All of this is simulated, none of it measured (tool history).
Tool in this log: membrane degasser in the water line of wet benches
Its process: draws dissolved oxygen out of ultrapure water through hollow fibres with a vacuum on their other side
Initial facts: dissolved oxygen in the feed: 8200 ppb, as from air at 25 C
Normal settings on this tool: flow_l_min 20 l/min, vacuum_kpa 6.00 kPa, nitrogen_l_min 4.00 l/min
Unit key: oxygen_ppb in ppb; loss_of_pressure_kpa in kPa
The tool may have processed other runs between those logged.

run,hour,flow_l_min,vacuum_kpa,nitrogen_l_min,oxygen_ppb,loss_of_pressure_kpa
1,0.0,20,6.00,4.00,245.8,54.55
2,59.9,15,6.00,4.00,158.1,41.44
3,108.4,20,6.00,4.00,243.3,55.40
4,187.9,20,12.62,4.00,321.0,54.62
5,275.4,20,6.00,2.16,274.1,55.17
6,361.0,20,6.00,3.40,252.9,55.13
7,410.2,20,6.00,2.35,264.4,54.83
# hour 417.6: vacuum gauge calibrated
8,455.7,20,6.00,2.35,269.4,55.34
9,501.1,20,6.00,4.00,247.4,55.20
10,556.5,20,6.00,3.31,254.2,55.41
11,607.0,16,6.35,3.87,178.5,44.31
12,709.3,27,10.73,4.00,452.4,74.42
13,809.9,27,10.73,4.00,444.3,74.98
14,894.2,14,12.57,2.75,233.0,39.15
15,971.2,23,4.57,5.10,277.4,63.59
# hour 1029.6: vacuum gauge calibrated, once more
16,1032.4,19,4.00,1.68,216.2,52.23
17,1117.0,19,4.00,1.68,222.0,52.86
18,1204.6,19,4.00,1.68,216.7,52.58
19,1283.0,19,11.41,1.68,409.4,52.70

Here are 4 independent what-if runs from the current tool condition. What would each one return?
A,1355.6,17,12.10,6.81,?,?
B,1355.6,20,11.69,2.12,?,?
C,1355.6,20,4.26,10.04,?,?
D,1355.6,17,13.29,2.76,?,?

run,oxygen_ppb,loss_of_pressure_kpa
A,222.0,47.36
B,395.8,55.47
C,222.5,55.57
D,314.5,46.86
Had the tool no hidden state, the same runs would have come out as:
run,oxygen_ppb,loss_of_pressure_kpa
A,200.9,45.91
B,369.1,53.76
C,198.7,53.86
D,291.2,45.41
